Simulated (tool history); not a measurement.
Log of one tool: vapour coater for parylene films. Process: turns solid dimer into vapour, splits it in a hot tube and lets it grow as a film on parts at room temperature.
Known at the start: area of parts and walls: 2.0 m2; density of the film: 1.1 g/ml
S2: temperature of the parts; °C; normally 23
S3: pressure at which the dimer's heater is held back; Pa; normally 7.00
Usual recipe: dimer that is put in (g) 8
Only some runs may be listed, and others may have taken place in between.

run 1 day=0.000 | dimer_that_is_put_in_(g)=8 S2=23 S3=7.00 | thickness_of_the_film_(um)=2.59
run 2 day=1.479 | dimer_that_is_put_in_(g)=8 S2=23 S3=7.00 | thickness_of_the_film_(um)=2.56
run 3 day=2.592 | dimer_that_is_put_in_(g)=8 S2=23 S3=5.41 | thickness_of_the_film_(um)=2.71
run 4 day=3.579 | dimer_that_is_put_in_(g)=8 S2=23 S3=5.41 | thickness_of_the_film_(um)=2.64
run 5 day=4.758 | dimer_that_is_put_in_(g)=8 S2=23 S3=7.00 | thickness_of_the_film_(um)=2.45
run 6 day=5.912 | dimer_that_is_put_in_(g)=8 S2=23 S3=7.00 | thickness_of_the_film_(um)=2.49
run 7 day=7.938 | dimer_that_is_put_in_(g)=13 S2=23 S3=7.00 | thickness_of_the_film_(um)=3.99
run 8 day=9.479 | dimer_that_is_put_in_(g)=13 S2=23 S3=7.00 | thickness_of_the_film_(um)=3.97
run 9 day=10.971 | dimer_that_is_put_in_(g)=13 S2=23 S3=7.00 | thickness_of_the_film_(um)=3.97
run 10 day=13.288 | dimer_that_is_put_in_(g)=13 S2=23 S3=7.00 | thickness_of_the_film_(um)=3.90
run 11 day=14.500 | dimer_that_is_put_in_(g)=13 S2=23 S3=7.00 | thickness_of_the_film_(um)=3.90
run 12 day=16.250 | dimer_that_is_put_in_(g)=13 S2=23 S3=7.00 | thickness_of_the_film_(um)=3.92
run 13 day=17.825 | dimer_that_is_put_in_(g)=8 S2=23 S3=7.00 | thickness_of_the_film_(um)=2.35
run 14 day=20.167 | dimer_that_is_put_in_(g)=8 S2=23 S3=7.00 | thickness_of_the_film_(um)=2.32
run 15 day=22.188 | dimer_that_is_put_in_(g)=8 S2=23 S3=7.00 | thickness_of_the_film_(um)=2.37
-- day=23.504 trap's valve overhauled
run 16 day=24.596 | dimer_that_is_put_in_(g)=8 S2=23 S3=7.00 | thickness_of_the_film_(um)=2.56
run 17 day=26.325 | dimer_that_is_put_in_(g)=8 S2=23 S3=3.78 | thickness_of_the_film_(um)=3.00
run 18 day=27.654 | dimer_that_is_put_in_(g)=8 S2=23 S3=3.78 | thickness_of_the_film_(um)=2.87
run 19 day=28.950 | dimer_that_is_put_in_(g)=4 S2=25 S3=2.86 | thickness_of_the_film_(um)=1.49
run 20 day=29.954 | dimer_that_is_put_in_(g)=4 S2=27 S3=3.56 | thickness_of_the_film_(um)=1.34
run 21 day=32.233 | dimer_that_is_put_in_(g)=6 S2=18 S3=3.18 | thickness_of_the_film_(um)=2.51
run 22 day=34.417 | dimer_that_is_put_in_(g)=13 S2=27 S3=7.30 | thickness_of_the_film_(um)=3.61
run 23 day=35.896 | dimer_that_is_put_in_(g)=6 S2=31 S3=2.06 | thickness_of_the_film_(um)=2.03
run 24 day=37.388 | dimer_that_is_put_in_(g)=11 S2=18 S3=8.08 | thickness_of_the_film_(um)=3.54
run 25 day=38.462 | dimer_that_is_put_in_(g)=11 S2=18 S3=8.08 | thickness_of_the_film_(um)=3.50
run 26 day=40.217 | dimer_that_is_put_in_(g)=11 S2=16 S3=2.51 | thickness_of_the_film_(um)=4.47
run 27 day=42.517 | dimer_that_is_put_in_(g)=8 S2=23 S3=9.11 | thickness_of_the_film_(um)=2.19

What will run 28 give?
run 28 day=44.333 | dimer_that_is_put_in_(g)=8 S2=23 S3=9.11 | thickness_of_the_film_(um)=?

For run 28 the tool returned thickness of the film (um) 2.18.
If the tool had no hidden condition, the same run with the same run-to-run variation would have returned thickness of the film (um) 2.39.

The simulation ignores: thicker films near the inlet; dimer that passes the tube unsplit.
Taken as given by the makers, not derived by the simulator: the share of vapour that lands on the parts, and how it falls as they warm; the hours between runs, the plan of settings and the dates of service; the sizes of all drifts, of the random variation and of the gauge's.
